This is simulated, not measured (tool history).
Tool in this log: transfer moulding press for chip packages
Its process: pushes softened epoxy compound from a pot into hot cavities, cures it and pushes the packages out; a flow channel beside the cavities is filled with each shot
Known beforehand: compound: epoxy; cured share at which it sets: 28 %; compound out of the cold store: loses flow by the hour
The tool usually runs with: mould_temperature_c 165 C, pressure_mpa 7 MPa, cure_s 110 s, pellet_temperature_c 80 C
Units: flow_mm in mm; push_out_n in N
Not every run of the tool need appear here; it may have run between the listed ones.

| run | hour | mould_temperature_c | pressure_mpa | cure_s | pellet_temperature_c | incoming compound's hours out of the cold store | flow_mm | push_out_n |
|---|---|---|---|---|---|---|---|---|
| 1 | 0 | 165 | 7 | 110 | 80 | 14 | 498 | 209 |
| 2 | 16.1 | 165 | 7 | 110 | 80 | 44.8 | 449 | 259 |
| 3 | 28.8 | 165 | 7 | 101 | 80 | 44.9 | 454 | 292 |
| 4 | 42.5 | 165 | 7 | 110 | 80 | 25.7 | 479 | 316 |
| 5 | 60.5 | 165 | 7 | 110 | 80 | 17.8 | 486 | 338 |
|  | 70.2 | cavities cleaned with cleaning compound and waxed |
| 6 | 73.7 | 165 | 7 | 110 | 80 | 31.3 | 464 | 208 |
| 7 | 85.9 | 158 | 7 | 110 | 80 | 45.9 | 467 | 317 |
| 8 | 95.5 | 158 | 7 | 110 | 80 | 38.5 | 476 | 355 |
| 9 | 113.3 | 158 | 7 | 110 | 80 | 18.3 | 509 | 423 |
| 10 | 132.3 | 158 | 7 | 110 | 80 | 21.3 | 503 | 448 |
|  | 136.7 | plunger's sealing rings changed |
| 11 | 143.2 | 158 | 7 | 110 | 80 | 19.5 | 568 | 479 |
|  | 149.2 | cavities cleaned with cleaning compound and waxed |
| 12 | 163.7 | 158 | 7 | 110 | 80 | 25.8 | 551 | 329 |
| 13 | 180.6 | 165 | 7 | 110 | 80 | 39.5 | 501 | 273 |
| 14 | 199.9 | 165 | 7 | 110 | 80 | 15.3 | 542 | 297 |

Expected results for the next run?
| 15 | 217.1 | 165 | 7 | 110 | 80 | 10 | ? | ? |

Run 15 produced flow_mm 547 mm, push_out_n 323 N.
Minus the tool's unlogged condition, the same run would have read flow_mm 557 mm, push_out_n 184 N.

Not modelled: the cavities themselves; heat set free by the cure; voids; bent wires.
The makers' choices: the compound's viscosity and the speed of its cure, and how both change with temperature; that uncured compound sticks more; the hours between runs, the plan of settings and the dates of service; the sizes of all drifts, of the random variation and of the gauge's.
